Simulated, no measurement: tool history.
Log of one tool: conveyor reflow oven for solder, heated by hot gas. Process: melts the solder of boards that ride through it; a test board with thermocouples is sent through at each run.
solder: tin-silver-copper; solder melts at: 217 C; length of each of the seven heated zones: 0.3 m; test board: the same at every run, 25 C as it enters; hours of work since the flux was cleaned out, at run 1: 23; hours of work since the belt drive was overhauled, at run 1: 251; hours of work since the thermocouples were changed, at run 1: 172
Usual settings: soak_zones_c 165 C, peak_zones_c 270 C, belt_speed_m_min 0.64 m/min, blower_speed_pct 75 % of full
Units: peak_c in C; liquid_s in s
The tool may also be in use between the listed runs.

run   hour  soak_zones_c  peak_zones_c  belt_speed_m_min  blower_speed_pct  hours of work since the flux was cleaned out  hours of work since the belt drive was overhauled  hours of work since the thermocouples were changed  peak_c  liquid_s
  1      0           165           270              0.64                75                                            23                                                251                                                 172   247.3      36.2
  2    7.1           165           270              0.64                75                                            27                                                255                                                 175   247.5      36.2
  3   16.4           165           270              0.64                75                                            31                                                259                                                 180   247.5      36.4
  4   30.1           165           270              0.64                75                                            39                                                267                                                 188   247.4      35.8
  5     36           165           270              0.64                75                                            42                                                270                                                 191   247.7      36.3
  6   42.9           165           270              0.64                75                                            45                                                273                                                 194   247.4      36.1
  7   55.8           165           270              0.64                75                                            52                                                280                                                 201   247.1      36.1
  8   64.9           165           270              0.64                75                                            57                                                285                                                 206     247      35.7
  9   79.1           165           270              0.64                75                                            65                                                293                                                 214   246.8      35.9
      83.8  -- belt drive overhauled, speed set with a stopwatch
 10   97.5           165           270              0.64                75                                            72                                                  7                                                 221     247        36
 11  106.4           165           270              0.64                75                                            77                                                 12                                                 226   246.7      36.1
 12  117.8           165           270              0.64                75                                            83                                                 18                                                 232   247.2      35.9
 13  131.1           165           270              0.64                75                                            90                                                 25                                                 239   246.8      36.1
     137.3  -- belt drive overhauled, speed set with a stopwatch, once more
 14  145.8           154           270              0.64                75                                            96                                                  5                                                 245   243.4        31
 15  155.3           154           270              0.64                75                                           101                                                 10                                                 250   243.3        31
 16  161.8           171           270              0.64                52                                           104                                                 13                                                 253   240.1      30.3
 17  175.1           171           270              0.64                52                                           111                                                 20                                                 260     240      30.3
 18  184.1           160           270             0.575                71                                           116                                                 25                                                 265   247.9      39.8
 19  195.3           175           271             0.575                66                                           122                                                 31                                                 271   250.3      45.2
 20  202.7           175           266             0.748                66                                           126                                                 35                                                 275   235.8      23.6
 21  210.8           165           271              0.64                83                                           130                                                 39                                                 279   248.6      36.7
 22  220.1           167           262             0.577                59                                           135                                                 44                                                 284   239.2      33.6
 23  230.4           156           265             0.673                72                                           141                                                 49                                                 289   236.1      23.8
 24  237.6           156           265             0.673                72                                           144                                                 53                                                 293   236.6      23.6
 25  246.5           162           279             0.618                59                                           149                                                 58                                                 298   248.3        36
 26  259.5           151           285             0.541                65                                           156                                                 65                                                 305   259.2      46.9
 27  273.1           165           270             0.598                60                                           163                                                 72                                                 312   243.4        35
 28  285.8           162           270             0.598                60                                           170                                                 79                                                 319   242.8      33.8
 29  296.3           162           270             0.598                60                                           175                                                 84                                                 324     243      33.9
 30  306.2           165           270             0.664                75                                           181                                                 89                                                 330   243.3      31.1

5 ways to go on from here, each from the tool as it stands after run 30. What would each give?
  A  316.1           165           267              0.64                86                                           186                                                 95                                                 335       ?         ?
  B  316.1           154           270             0.642                75                                           186                                                 95                                                 335       ?         ?
  C  316.1           151           270              0.64                75                                           186                                                 95                                                 335       ?         ?
  D  316.1           150           270              0.64                75                                           186                                                 95                                                 335       ?         ?
  E  316.1           160           279              0.64                64                                           186                                                 95                                                 335       ?         ?

run  peak_c  liquid_s
  A   244.7      34.8
  B   242.1      29.5
  C   241.6      28.9
  D   241.4      28.3
  E   247.3      33.8
Without the tool's hidden state the same runs would have given:
run  peak_c  liquid_s
  A   247.4        37
  B   245.1        32
  C   244.7      31.4
  D   244.5      30.9
  E   250.2      35.9

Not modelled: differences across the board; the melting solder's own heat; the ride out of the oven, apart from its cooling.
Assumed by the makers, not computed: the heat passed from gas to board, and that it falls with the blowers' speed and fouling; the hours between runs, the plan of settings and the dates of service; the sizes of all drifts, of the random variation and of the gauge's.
